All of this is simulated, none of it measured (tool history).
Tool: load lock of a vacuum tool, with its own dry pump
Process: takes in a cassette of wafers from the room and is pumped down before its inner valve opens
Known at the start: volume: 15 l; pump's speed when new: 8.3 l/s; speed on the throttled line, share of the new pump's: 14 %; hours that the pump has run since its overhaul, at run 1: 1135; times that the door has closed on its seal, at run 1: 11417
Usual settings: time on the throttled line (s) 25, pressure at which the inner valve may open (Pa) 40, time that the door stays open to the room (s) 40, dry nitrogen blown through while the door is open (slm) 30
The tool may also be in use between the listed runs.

| run | hour | time on the throttled line (s) | pressure at which the inner valve may open (Pa) | time that the door stays open to the room (s) | dry nitrogen blown through while the door is open (slm) | hours that the pump has run since its overhaul | times that the door has closed on its seal | incoming humidity of the room's air, % | time from the closed door until the inner valve may open (s) | rise of the pressure with all valves shut (Pa/min) |
|---|---|---|---|---|---|---|---|---|---|---|
| 1 | 0.0 | 25 | 40 | 40 | 30 | 1135 | 11417 | 45.7 | 36.3 | 0.191 |
| 2 | 119.0 | 25 | 40 | 40 | 30 | 1254 | 11594 | 46.8 | 35.5 | 0.188 |
| 3 | 255.8 | 25 | 40 | 73 | 30 | 1390 | 11797 | 46.3 | 35.3 | 0.209 |
| 4 | 355.6 | 25 | 40 | 73 | 30 | 1490 | 11945 | 46.5 | 35.5 | 0.206 |
| 5 | 501.7 | 25 | 40 | 73 | 30 | 1636 | 12162 | 42.9 | 35.9 | 0.212 |
| 6 | 624.4 | 25 | 71 | 40 | 30 | 1759 | 12345 | 43.1 | 34.8 | 0.203 |
| 7 | 711.6 | 25 | 71 | 40 | 11 | 1846 | 12474 | 42.2 | 34.9 | 0.216 |
| 8 | 846.8 | 25 | 71 | 40 | 11 | 1981 | 12675 | 46.8 | 34.8 | 0.224 |
| 9 | 931.2 | 25 | 71 | 40 | 11 | 2066 | 12801 | 45.5 | 35.3 | 0.220 |
| 10 | 1019.0 | 25 | 63 | 40 | 11 | 2154 | 12931 | 45.5 | 35.3 | 0.235 |
| 11 | 1142.4 | 25 | 63 | 40 | 11 | 2277 | 13115 | 45.2 | 35.1 | 0.234 |
| 12 | 1282.1 | 25 | 63 | 40 | 11 | 2417 | 13322 | 48.0 | 35.7 | 0.238 |
| 13 | 1439.1 | 25 | 40 | 40 | 30 | 2574 | 13556 | 46.8 | 35.7 | 0.225 |
| 14 | 1604.8 | 25 | 40 | 40 | 15 | 2739 | 13802 | 44.9 | 35.8 | 0.244 |
| 15 | 1760.4 | 25 | 41 | 40 | 30 | 2895 | 14033 | 43.6 | 35.6 | 0.243 |
| 16 | 1921.6 | 25 | 41 | 40 | 30 | 3056 | 14273 | 46.7 | 36.3 | 0.252 |
| 17 | 2038.5 | 25 | 41 | 40 | 30 | 3173 | 14447 | 44.7 | 35.5 | 0.247 |
| 18 | 2159.9 | 25 | 40 | 102 | 30 | 3294 | 14627 | 41.7 | 35.7 | 0.267 |
| 19 | 2346.4 | 25 | 40 | 102 | 30 | 3481 | 14904 | 46.0 | 36.3 | 0.275 |
| 20 | 2499.5 | 25 | 40 | 102 | 30 | 3634 | 15132 | 44.3 | 36.1 | 0.285 |
| 21 | 2685.3 | 43 | 40 | 27 | 30 | 3820 | 15408 | 43.6 | 50.9 | 0.267 |
| 22 | 2764.1 | 43 | 40 | 27 | 30 | 3899 | 15525 | 44.7 | 51.9 | 0.264 |
| 23 | 2890.5 | 43 | 40 | 27 | 30 | 4025 | 15713 | 47.3 | 51.0 | 0.275 |
| 24 | 3028.0 | 15 | 40 | 53 | 30 | 4163 | 15918 | 42.0 | 27.9 | 0.288 |
| 25 | 3197.3 | 15 | 40 | 53 | 30 | 4332 | 16169 | 40.7 | 27.2 | 0.289 |
| 26 | 3334.5 | 20 | 54 | 53 | 30 | 4469 | 16373 | 46.9 | 31.5 | 0.297 |
| 27 | 3515.8 | 25 | 58 | 41 | 13 | 4650 | 16642 | 44.2 | 35.7 | 0.316 |
| 28 | 3623.1 | 17 | 56 | 42 | 15 | 4758 | 16802 | 44.4 | 28.8 | 0.316 |
| 29 | 3740.5 | 13 | 40 | 53 | 30 | 4875 | 16977 | 48.3 | 26.1 | 0.322 |
| 30 | 3911.0 | 25 | 78 | 71 | 30 | 5046 | 17230 | 43.0 | 34.7 | 0.324 |
| 31 | 4097.4 | 25 | 32 | 179 | 30 | 5232 | 17507 | 46.2 | 36.9 | 0.362 |
| 32 | 4186.5 | 16 | 38 | 40 | 6 | 5321 | 17639 | 43.7 | 28.0 | 0.347 |
| 33 | 4268.1 | 16 | 38 | 40 | 6 | 5403 | 17761 | 46.6 | 29.2 | 0.356 |
| 34 | 4368.5 | 25 | 36 | 40 | 24 | 5503 | 17910 | 46.6 | 36.4 | 0.335 |
| 35 | 4563.6 | 16 | 67 | 40 | 30 | 5698 | 18200 | 45.3 | 27.4 | 0.345 |
| 36 | 4696.0 | 25 | 40 | 40 | 15 | 5831 | 18397 | 45.2 | 36.4 | 0.356 |
| 37 | 4829.5 | 15 | 40 | 205 | 22 | 5964 | 18595 | 43.8 | 27.5 | 0.397 |

Measured less the same run without the tool's hidden state. The same run-to-run variation is in both; the gauge's scatter may not be:
The hidden state here: pump's speed, % of a new pump's; leak at the door's seal, Pa l/s; drift of the gauge itself on ready_s, %; drift of the gauge itself on rise_pa_min, %.
| run | time from the closed door until the inner valve may open (s) | rise of the pressure with all valves shut (Pa/min) |
|---|---|---|
| 1 | +0.0 | +0.153 |
| 2 | +0.0 | +0.154 |
| 3 | +0.1 | +0.161 |
| 4 | +0.1 | +0.160 |
| 5 | +0.0 | +0.167 |
| 6 | +0.0 | +0.173 |
| 7 | +0.1 | +0.172 |
| 8 | +0.1 | +0.176 |
| 9 | +0.1 | +0.178 |
| 10 | +0.1 | +0.184 |
| 11 | +0.2 | +0.187 |
| 12 | +0.2 | +0.190 |
| 13 | +0.2 | +0.195 |
| 14 | +0.2 | +0.203 |
| 15 | +0.2 | +0.209 |
| 16 | +0.2 | +0.215 |
| 17 | +0.3 | +0.217 |
| 18 | +0.2 | +0.222 |
| 19 | +0.3 | +0.225 |
| 20 | +0.3 | +0.233 |
| 21 | +0.3 | +0.239 |
| 22 | +0.2 | +0.242 |
| 23 | +0.2 | +0.248 |
| 24 | +0.5 | +0.253 |
| 25 | +0.4 | +0.260 |
| 26 | +0.4 | +0.263 |
| 27 | +0.4 | +0.270 |
| 28 | +0.5 | +0.272 |
| 29 | +0.5 | +0.285 |
| 30 | +0.5 | +0.287 |
| 31 | +0.5 | +0.294 |
| 32 | +0.5 | +0.293 |
| 33 | +0.6 | +0.299 |
| 34 | +0.6 | +0.296 |
| 35 | +0.6 | +0.313 |
| 36 | +0.6 | +0.310 |
| 37 | +0.7 | +0.323 |
